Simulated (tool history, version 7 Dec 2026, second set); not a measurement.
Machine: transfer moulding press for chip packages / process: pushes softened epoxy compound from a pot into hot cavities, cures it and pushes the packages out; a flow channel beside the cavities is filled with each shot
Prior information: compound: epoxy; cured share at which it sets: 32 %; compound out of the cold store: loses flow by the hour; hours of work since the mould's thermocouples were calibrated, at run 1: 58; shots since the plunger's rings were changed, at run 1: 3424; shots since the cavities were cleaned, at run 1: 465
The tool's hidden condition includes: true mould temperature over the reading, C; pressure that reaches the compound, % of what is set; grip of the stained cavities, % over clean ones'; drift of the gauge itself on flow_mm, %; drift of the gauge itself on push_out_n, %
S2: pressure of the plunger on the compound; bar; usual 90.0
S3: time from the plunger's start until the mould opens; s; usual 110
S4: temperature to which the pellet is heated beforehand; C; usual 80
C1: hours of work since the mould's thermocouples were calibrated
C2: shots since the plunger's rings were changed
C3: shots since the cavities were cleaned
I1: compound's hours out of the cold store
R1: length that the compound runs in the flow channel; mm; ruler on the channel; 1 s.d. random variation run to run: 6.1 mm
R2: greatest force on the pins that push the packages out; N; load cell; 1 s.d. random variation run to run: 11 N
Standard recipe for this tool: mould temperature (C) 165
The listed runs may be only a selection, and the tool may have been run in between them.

run 1 hour=0.0 | mould_temperature_(C)=165 S2=90.0 S3=110 S4=80 | C1=58 C2=3424 C3=465 | I1=47.2 | R1=818 R2=715
-- hour=4.2 cavities cleaned with cleaning compound and waxed
run 2 hour=8.8 | mould_temperature_(C)=165 S2=90.0 S3=110 S4=80 | C1=62 C2=3481 C3=36 | I1=13.0 | R1=901 R2=551
run 3 hour=16.8 | mould_temperature_(C)=165 S2=90.0 S3=110 S4=80 | C1=66 C2=3543 C3=98 | I1=42.2 | R1=818 R2=582
run 4 hour=20.7 | mould_temperature_(C)=165 S2=90.0 S3=110 S4=80 | C1=68 C2=3574 C3=129 | I1=22.2 | R1=864 R2=613
run 5 hour=28.3 | mould_temperature_(C)=165 S2=108.2 S3=110 S4=80 | C1=72 C2=3633 C3=188 | I1=11.7 | R1=987 R2=657
run 6 hour=36.7 | mould_temperature_(C)=165 S2=90.0 S3=110 S4=80 | C1=76 C2=3698 C3=253 | I1=30.9 | R1=841 R2=677
run 7 hour=42.8 | mould_temperature_(C)=165 S2=90.0 S3=110 S4=80 | C1=79 C2=3746 C3=301 | I1=33.8 | R1=834 R2=693
run 8 hour=46.9 | mould_temperature_(C)=165 S2=90.0 S3=110 S4=80 | C1=81 C2=3778 C3=333 | I1=42.5 | R1=818 R2=693
run 9 hour=52.9 | mould_temperature_(C)=165 S2=90.0 S3=110 S4=90 | C1=84 C2=3825 C3=380 | I1=32.3 | R1=833 R2=729
run 10 hour=57.8 | mould_temperature_(C)=165 S2=90.0 S3=110 S4=90 | C1=87 C2=3863 C3=418 | I1=43.4 | R1=811 R2=723
run 11 hour=63.7 | mould_temperature_(C)=165 S2=90.0 S3=144 S4=80 | C1=90 C2=3909 C3=464 | I1=43.9 | R1=807 R2=627
-- hour=68.3 cavities cleaned with cleaning compound and waxed
run 12 hour=73.4 | mould_temperature_(C)=165 S2=90.0 S3=144 S4=80 | C1=94 C2=3973 C3=40 | I1=42.8 | R1=822 R2=471
run 13 hour=82.4 | mould_temperature_(C)=165 S2=90.0 S3=144 S4=80 | C1=98 C2=4043 C3=110 | I1=24.3 | R1=846 R2=491
run 14 hour=86.4 | mould_temperature_(C)=165 S2=90.0 S3=144 S4=84 | C1=100 C2=4074 C3=141 | I1=26.4 | R1=846 R2=498
run 15 hour=92.5 | mould_temperature_(C)=165 S2=90.0 S3=110 S4=80 | C1=103 C2=4122 C3=189 | I1=26.3 | R1=855 R2=639
run 16 hour=101.0 | mould_temperature_(C)=165 S2=90.0 S3=110 S4=80 | C1=108 C2=4188 C3=255 | I1=26.9 | R1=847 R2=682
run 17 hour=106.5 | mould_temperature_(C)=165 S2=75.5 S3=95 S4=80 | C1=110 C2=4231 C3=298 | I1=34.8 | R1=753 R2=916
run 18 hour=115.6 | mould_temperature_(C)=164 S2=71.2 S3=120 S4=80 | C1=115 C2=4302 C3=369 | I1=41.7 | R1=721 R2=682
run 19 hour=123.5 | mould_temperature_(C)=164 S2=71.2 S3=120 S4=80 | C1=119 C2=4364 C3=431 | I1=31.5 | R1=747 R2=688
run 20 hour=129.5 | mould_temperature_(C)=165 S2=72.2 S3=141 S4=80 | C1=122 C2=4410 C3=477 | I1=15.8 | R1=777 R2=625
-- hour=132.6 cavities cleaned with cleaning compound and waxed
run 21 hour=136.5 | mould_temperature_(C)=163 S2=90.0 S3=91 S4=80 | C1=125 C2=4454 C3=31 | I1=39.4 | R1=823 R2=829
-- hour=140.5 plunger's sealing rings changed
run 22 hour=148.2 | mould_temperature_(C)=171 S2=90.0 S3=97 S4=82 | C1=129 C2=60 C3=102 | I1=24.0 | R1=915 R2=533
run 23 hour=155.3 | mould_temperature_(C)=171 S2=90.0 S3=97 S4=82 | C1=133 C2=115 C3=157 | I1=25.3 | R1=901 R2=591
run 24 hour=164.0 | mould_temperature_(C)=170 S2=81.2 S3=132 S4=88 | C1=137 C2=184 C3=226 | I1=39.3 | R1=831 R2=519
run 25 hour=172.7 | mould_temperature_(C)=170 S2=81.2 S3=132 S4=88 | C1=142 C2=251 C3=293 | I1=27.7 | R1=853 R2=566
run 26 hour=180.3 | mould_temperature_(C)=170 S2=81.2 S3=132 S4=88 | C1=146 C2=310 C3=352 | I1=37.8 | R1=827 R2=591
run 27 hour=188.6 | mould_temperature_(C)=170 S2=81.2 S3=127 S4=74 | C1=150 C2=376 C3=418 | I1=21.9 | R1=864 R2=618
run 28 hour=194.7 | mould_temperature_(C)=165 S2=97.0 S3=110 S4=79 | C1=153 C2=423 C3=465 | I1=39.3 | R1=920 R2=782
-- hour=199.3 cavities cleaned with cleaning compound and waxed
run 29 hour=204.7 | mould_temperature_(C)=165 S2=97.0 S3=110 S4=79 | C1=157 C2=489 C3=42 | I1=22.3 | R1=965 R2=580
run 30 hour=209.7 | mould_temperature_(C)=166 S2=77.6 S3=110 S4=76 | C1=160 C2=528 C3=81 | I1=42.0 | R1=812 R2=547

Each row is a separate what-if for the run after 30, all from the same tool condition, not one after another. Results?
run A hour=216.5 | mould_temperature_(C)=166 S2=91.1 S3=110 S4=76 | C1=163 C2=581 C3=134 | I1=41.7 | R1=? R2=?
run B hour=216.5 | mould_temperature_(C)=167 S2=90.0 S3=110 S4=80 | C1=163 C2=581 C3=134 | I1=24.5 | R1=? R2=?
run C hour=216.5 | mould_temperature_(C)=166 S2=71.0 S3=132 S4=85 | C1=163 C2=581 C3=134 | I1=22.6 | R1=? R2=?

run=A R1=883 R2=584
run=B R1=917 R2=577
run=C R1=818 R2=516
With the hidden condition removed and each run's random variation left untouched, the same runs would have given:
run=A R1=893 R2=486
run=B R1=928 R2=480
run=C R1=828 R2=430
